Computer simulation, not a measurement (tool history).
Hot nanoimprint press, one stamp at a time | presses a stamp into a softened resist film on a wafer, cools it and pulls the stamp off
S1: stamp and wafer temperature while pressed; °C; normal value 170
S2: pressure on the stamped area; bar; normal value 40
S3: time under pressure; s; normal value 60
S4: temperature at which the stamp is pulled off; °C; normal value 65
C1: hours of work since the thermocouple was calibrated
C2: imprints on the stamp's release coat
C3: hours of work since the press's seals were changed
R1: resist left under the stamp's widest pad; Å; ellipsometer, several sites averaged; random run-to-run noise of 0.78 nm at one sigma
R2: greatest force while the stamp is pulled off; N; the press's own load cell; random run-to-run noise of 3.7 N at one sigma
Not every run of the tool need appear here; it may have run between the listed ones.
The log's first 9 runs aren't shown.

run 10 hour=150.7 | S1=170 S2=40 S3=60 S4=65 | C1=63 C2=228 C3=444 | R1=1791 R2=177
run 11 hour=167.8 | S1=170 S2=40 S3=60 S4=65 | C1=73 C2=289 C3=453 | R1=1764 R2=186
run 12 hour=185.2 | S1=170 S2=40 S3=60 S4=65 | C1=83 C2=350 C3=463 | R1=1788 R2=185
run 13 hour=200.6 | S1=170 S2=40 S3=31 S4=65 | C1=91 C2=405 C3=472 | R1=2258 R2=179
run 14 hour=217.2 | S1=170 S2=37.1 S3=60 S4=65 | C1=100 C2=463 C3=481 | R1=1834 R2=176
run 15 hour=228.1 | S1=170 S2=37.1 S3=60 S4=65 | C1=106 C2=502 C3=487 | R1=1834 R2=178
-- hour=249.6 gauge calibrated
run 16 hour=249.7 | S1=170 S2=37.1 S3=60 S4=65 | C1=118 C2=578 C3=499 | R1=1866 R2=177
run 17 hour=260.9 | S1=170 S2=37.1 S3=60 S4=65 | C1=125 C2=617 C3=505 | R1=1896 R2=180
run 18 hour=278 | S1=165 S2=37.1 S3=63 S4=68 | C1=134 C2=678 C3=515 | R1=2247 R2=162
run 19 hour=302.4 | S1=172 S2=37.1 S3=42 S4=68 | C1=148 C2=764 C3=528 | R1=1977 R2=169
run 20 hour=324.2 | S1=172 S2=37.1 S3=43 S4=68 | C1=160 C2=841 C3=540 | R1=1964 R2=170

What will run 21 give?
run 21 hour=338.4 | S1=172 S2=37.1 S3=43 S4=68 | C1=168 C2=891 C3=548 | R1=? R2=?

Run 21 produced R1 1977 Å, R2 164 N.
If the tool had no hidden condition, the same run with the same run-to-run variation would have returned R1 1993 Å, R2 164 N.
